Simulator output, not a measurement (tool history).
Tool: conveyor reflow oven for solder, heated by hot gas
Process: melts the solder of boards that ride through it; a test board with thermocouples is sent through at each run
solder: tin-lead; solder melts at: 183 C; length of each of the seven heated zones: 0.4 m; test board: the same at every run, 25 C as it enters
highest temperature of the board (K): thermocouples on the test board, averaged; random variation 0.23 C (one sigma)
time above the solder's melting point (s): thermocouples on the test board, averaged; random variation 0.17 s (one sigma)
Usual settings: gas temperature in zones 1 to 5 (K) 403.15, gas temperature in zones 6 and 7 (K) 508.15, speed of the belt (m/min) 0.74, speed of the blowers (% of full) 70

run	hour	gas temperature in zones 1 to 5 (K)	gas temperature in zones 6 and 7 (K)	speed of the belt (m/min)	speed of the blowers (% of full)	highest temperature of the board (K)	time above the solder's melting point (s)
1	0	403.15	508.15	0.74	70	490.45	47
2	5.6	403.15	508.15	0.74	52	486.95	43.6
3	13.3	403.15	508.15	0.74	52	486.65	43.5
4	22.4	403.15	508.15	0.74	52	487.05	43.3
5	30	403.15	508.15	0.74	52	487.05	43.3
6	36.5	403.15	508.15	0.74	52	486.65	43.3
7	43.8	403.15	508.15	0.74	52	486.65	42.9
8	51.4	403.15	508.15	0.74	70	490.45	46.4
9	58.5	403.15	508.15	0.74	70	490.35	46.5
10	67.1	403.15	508.15	0.74	70	490.05	46.3
11	75.3	403.15	508.15	0.74	70	490.15	46.1
12	85.6	403.15	508.15	0.618	70	495.55	60.6
13	91	403.15	508.15	0.74	70	490.45	46.1
14	98.8	403.15	508.15	0.74	70	489.95	46
15	106.2	403.15	508.15	0.74	70	489.65	45.8
16	114.4	407.15	521.15	0.664	73	505.85	62.8
17	127.1	402.15	501.15	0.719	88	486.95	45.9
18	139.9	417.15	506.15	0.65	75	494.45	61.4
19	147.5	417.15	506.15	0.65	75	494.95	61.3
20	154.5	417.15	506.15	0.65	75	494.75	61.1
21	161.5	417.15	506.15	0.65	75	494.45	61.6
22	169.9	389.15	513.15	0.74	70	491.15	43.8
23	180.8	389.15	513.15	0.74	70	491.65	43.6
24	193.4	389.15	513.15	0.74	70	491.05	43.4
25	204.6	389.15	513.15	0.74	70	490.75	43.3
26	213.8	389.15	513.15	0.74	70	491.05	43.6
27	220.7	410.15	509.15	0.74	70	491.05	49.2
28	228.4	410.15	509.15	0.74	70	491.55	49

Forecast each of these 5 alternatives for the next run:
A	239.1	390.15	509.15	0.74	53	?	?
B	239.1	399.15	509.15	0.74	70	?	?
C	239.1	406.15	508.15	0.87	78	?	?
D	239.1	412.15	517.15	0.798	70	?	?
E	239.1	403.15	521.15	0.859	70	?	?

run	highest temperature of the board (K)	time above the solder's melting point (s)
A	484.15	37.6
B	489.15	44.1
C	484.95	36
D	495.85	48.2
E	494.15	41.4
Without the tool's hidden state the same runs would have given:
run	highest temperature of the board (K)	time above the solder's melting point (s)
A	485.95	39.1
B	491.05	45.4
C	487.05	37.4
D	497.75	49.1
E	496.35	42.5

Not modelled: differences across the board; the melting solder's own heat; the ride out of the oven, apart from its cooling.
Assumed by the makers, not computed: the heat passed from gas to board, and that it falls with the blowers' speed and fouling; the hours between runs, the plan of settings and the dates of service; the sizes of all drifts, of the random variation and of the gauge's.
